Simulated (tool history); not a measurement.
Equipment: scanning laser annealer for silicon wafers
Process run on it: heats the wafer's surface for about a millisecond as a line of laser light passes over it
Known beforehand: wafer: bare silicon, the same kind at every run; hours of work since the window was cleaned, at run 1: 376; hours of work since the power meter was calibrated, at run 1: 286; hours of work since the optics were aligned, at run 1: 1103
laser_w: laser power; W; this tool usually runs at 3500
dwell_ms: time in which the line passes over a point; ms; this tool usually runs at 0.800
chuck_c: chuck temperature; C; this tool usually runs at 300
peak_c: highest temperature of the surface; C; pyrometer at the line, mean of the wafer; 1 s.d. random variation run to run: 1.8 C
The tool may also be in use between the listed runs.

run	hour	laser_w	dwell_ms	chuck_c	hours of work since the window was cleaned	hours of work since the power meter was calibrated	hours of work since the optics were aligned	peak_c
1	0.0	3500	0.800	300	376	286	1103	972
2	65.3	3816	0.800	300	407	317	1134	1040
3	101.4	3500	0.800	300	424	334	1152	969
4	160.3	3500	0.800	300	453	362	1180	967
# hour 197.5: window over the wafer cleaned
5	207.3	3500	0.801	300	5	384	1201	942
6	257.7	3500	0.801	300	29	408	1226	939
7	290.8	3500	0.801	300	45	424	1241	937
8	356.5	3500	0.801	300	76	455	1273	936
9	387.8	3500	0.800	300	91	470	1288	936
# hour 434.4: window over the wafer cleaned, once more
10	434.8	3500	0.800	300	0	492	1309	993
11	504.5	3523	0.800	300	34	525	1343	997
12	551.6	3523	0.800	300	56	548	1365	996
13	602.1	3523	0.800	300	80	572	1389	996
14	661.9	3523	0.800	300	109	601	1418	992
15	708.1	3523	0.800	300	131	623	1440	992
16	776.8	3523	0.800	300	164	656	1473	987
17	840.5	3523	0.800	310	194	686	1504	994
18	905.1	3523	0.800	310	225	717	1534	992
# hour 971.5: optics aligned, line set to its width
19	971.5	3523	0.800	310	255	746	0	1008
20	1036.1	3500	0.800	300	286	777	31	989
21	1106.9	3500	0.800	300	320	811	65	982
22	1161.8	3500	0.880	300	346	838	91	1013
23	1224.0	3380	0.800	286	376	867	121	937
24	1267.6	3500	0.991	304	396	888	142	1057
25	1303.4	3791	0.991	321	414	905	159	1145
26	1351.0	3791	0.991	334	436	928	182	1158
# hour 1421.6: window over the wafer cleaned
27	1421.6	3624	0.977	265	0	961	215	1074
28	1479.8	3624	0.977	265	28	989	242	1070
29	1524.0	3068	0.675	312	49	1010	264	864
30	1588.2	3068	0.675	312	80	1041	294	858
31	1640.8	3068	0.675	312	105	1066	319	859
32	1687.8	3500	0.639	274	127	1088	342	898
33	1760.4	3313	0.874	286	162	1123	377	963
34	1816.5	3802	0.782	290	189	1150	404	1042
35	1853.6	3802	0.782	290	207	1168	421	1041
36	1920.3	3802	0.782	290	239	1200	453	1037
37	1984.3	3413	0.648	300	269	1230	484	897
38	2015.5	3500	0.808	323	284	1245	499	1006
39	2086.7	3700	0.609	290	318	1279	533	927
40	2121.3	3700	0.609	290	335	1296	549	926
41	2195.2	3500	0.664	300	370	1331	585	918
42	2270.6	3500	0.664	300	406	1367	621	917

Forecast each of these 3 alternatives for the next run:
A	2325.2	3715	0.938	300	433	1394	647	?
B	2325.2	3849	0.997	300	433	1394	647	?
C	2325.2	3681	0.664	300	433	1394	647	?

run	peak_c
A	1076
B	1139
C	953
Take away the tool's hidden state, keep each run's random variation, and the runs would have read:
run	peak_c
A	1116
B	1183
C	986
